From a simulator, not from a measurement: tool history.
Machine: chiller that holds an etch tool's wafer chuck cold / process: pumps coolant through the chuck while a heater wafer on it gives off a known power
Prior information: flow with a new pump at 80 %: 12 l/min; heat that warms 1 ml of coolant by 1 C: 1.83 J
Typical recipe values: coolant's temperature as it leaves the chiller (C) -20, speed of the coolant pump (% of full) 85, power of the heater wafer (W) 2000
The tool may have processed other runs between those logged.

run	hour	coolant's temperature as it leaves the chiller (C)	speed of the coolant pump (% of full)	power of the heater wafer (W)	chuck's temperature once it has settled (C)	how much warmer the coolant comes back (C)
1	0.0	-20	85	2000	-6.5	5.17
2	86.1	-20	85	2000	-6.5	5.14
3	188.2	-20	85	2000	-6.4	5.10
4	283.1	-20	85	2000	-6.4	5.15
5	411.7	-20	85	2000	-6.4	5.18
6	498.1	-20	85	2000	-6.5	5.12
7	592.4	-20	85	2000	-6.7	5.13
8	735.2	-20	85	2000	-6.4	5.19
9	876.8	-20	64	2000	-2.2	6.98
10	967.9	-20	64	1488	-6.7	5.26
11	1164.2	-10	64	1488	3.5	5.19
12	1358.2	-20	85	2000	-6.4	5.16
13	1511.2	-20	85	2000	-6.4	5.22
14	1601.4	-20	85	2000	-6.6	5.24
15	1724.1	-20	85	2782	-1.0	7.18
16	1877.1	-20	85	2000	-6.5	5.21
17	1997.6	-20	85	2000	-6.3	5.23
18	2174.3	-24	67	2000	-6.9	6.66
19	2367.2	-24	67	2000	-7.0	6.75
20	2554.3	-17	88	1197	-8.8	3.12
21	2650.8	-23	85	1880	-10.2	5.00
22	2731.7	-18	81	1880	-4.6	5.21
23	2921.4	-20	63	2168	-0.4	7.77
24	3044.4	-20	94	2578	-4.1	6.06
25	3165.4	-19	85	1680	-7.6	4.49
26	3352.0	-12	61	2334	9.7	8.63
27	3537.1	-20	85	1713	-8.2	4.57
28	3713.2	-25	85	2000	-11.3	5.31
29	3863.9	-26	85	2000	-12.4	5.29
30	3981.5	-20	75	2535	-0.7	7.63
31	4141.3	-20	85	1238	-11.6	3.16
32	4325.6	-20	85	1238	-11.5	3.18

Not shown: 1 entry that the log had between the listed runs. Between which runs, and how does the tool's hidden state differ before and after?
From run 30 to run 31: gauge calibrated (hour 4117.3)
  drift of the gauge itself on warmer_back_c, C: 0.21 -> 0
  difference, measured minus the result without the unlogged condition, how much warmer the coolant comes back (C): +0.22 -> +0.00
